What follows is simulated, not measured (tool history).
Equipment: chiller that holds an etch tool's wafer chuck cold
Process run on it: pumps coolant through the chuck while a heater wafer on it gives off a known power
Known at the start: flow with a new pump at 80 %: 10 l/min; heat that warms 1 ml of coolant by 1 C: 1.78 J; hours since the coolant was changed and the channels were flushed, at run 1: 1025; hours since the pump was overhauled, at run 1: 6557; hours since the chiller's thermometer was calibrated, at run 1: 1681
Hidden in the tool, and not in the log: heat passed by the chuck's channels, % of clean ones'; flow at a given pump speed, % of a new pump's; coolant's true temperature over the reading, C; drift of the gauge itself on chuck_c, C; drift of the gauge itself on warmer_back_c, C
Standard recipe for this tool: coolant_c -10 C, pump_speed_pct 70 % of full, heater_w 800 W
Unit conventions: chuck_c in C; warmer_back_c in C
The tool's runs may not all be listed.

run	hour	coolant_c	pump_speed_pct	heater_w	hours since the coolant was changed and the channels were flushed	hours since the pump was overhauled	hours since the chiller's thermometer was calibrated	chuck_c	warmer_back_c
1	0	-10	70	800	1025	6557	1681	-1.6	3.11
2	182.9	-10	70	800	1208	6740	1864	-1.6	3.08
3	357.3	-10	70	800	1382	6914	2038	-1.4	3.1
4	554.6	-10	70	800	1580	7111	2235	-1.6	3.14
5	672	-10	70	804	1697	7229	2353	-1.6	3.19
6	792.9	-10	70	804	1818	7350	2474	-1.5	3.1
# hour 842: chiller's thermometer calibrated
7	876.5	-10	70	800	1901	7432	34	-1.6	3.09
8	1048.2	-10	70	623	2072	7604	206	-3.4	2.4
9	1163.9	-10	82	623	2188	7720	322	-4.1	2.03
10	1297.3	-10	82	674	2322	7853	455	-3.8	2.24
11	1382.1	-10	87	800	2406	7938	540	-2.9	2.44
12	1520.6	-10	87	800	2545	8076	679	-2.8	2.46
13	1615.1	-10	93	800	2639	8171	773	-3.3	2.33
14	1771	-10	93	800	2795	8327	929	-3	2.31
15	1868.8	-10	70	800	2893	8425	1027	-1.6	3.16
16	1972.7	-10	70	800	2997	8528	1131	-1.5	3.1
17	2108.9	-10	73	495	3133	8665	1267	-4.9	1.88
18	2208.5	-2	98	687	3233	8764	1367	3.6	1.89
19	2336	-16	93	835	3360	8892	1494	-8.9	2.44
20	2506.6	-1	72	449	3531	9062	1665	3.6	1.67
21	2602.7	-2	69	414	3627	9158	1761	2.3	1.65
22	2730.4	-13	82	929	3755	9286	1888	-4.4	3.06
23	2872.7	-13	82	929	3897	9428	2031	-4.3	3.08
24	3043.9	-8	99	641	4068	9600	2202	-2.8	1.8
25	3207.7	-7	66	1186	4232	9763	2366	6	4.93
# hour 3372.9: chiller's thermometer calibrated
26	3379.9	-7	66	1186	4403	9935	7	6	4.96
27	3541.4	-10	75	1184	4565	10096	169	1.9	4.23
28	3698.7	-2	71	431	4722	10253	326	2.5	1.68
29	3788.4	-7	68	531	4812	10343	416	-1.7	2.09
30	3985.3	-7	68	531	5008	10540	612	-1.3	2.09
31	4154.2	-7	68	531	5177	10709	781	-1.1	2.13
# hour 4263: coolant pump overhauled
32	4323.4	-6	80	409	5342	60	946	-2	1.42

What differs in the tool's unlogged condition from the final listed run ahead of each entry between runs to the first listed run following it?
After run 6, before run 7: chiller's thermometer calibrated (hour 842)
  coolant's true temperature over the reading, C: -0.01 -> 0
After run 25, before run 26: chiller's thermometer calibrated (hour 3372.9)
  heat passed by the chuck's channels, % of clean ones': 99.6 -> 99.5
After run 31, before run 32: coolant pump overhauled (hour 4263)
  heat passed by the chuck's channels, % of clean ones': 99.5 -> 99.4; flow at a given pump speed, % of a new pump's: 99.6 -> 100
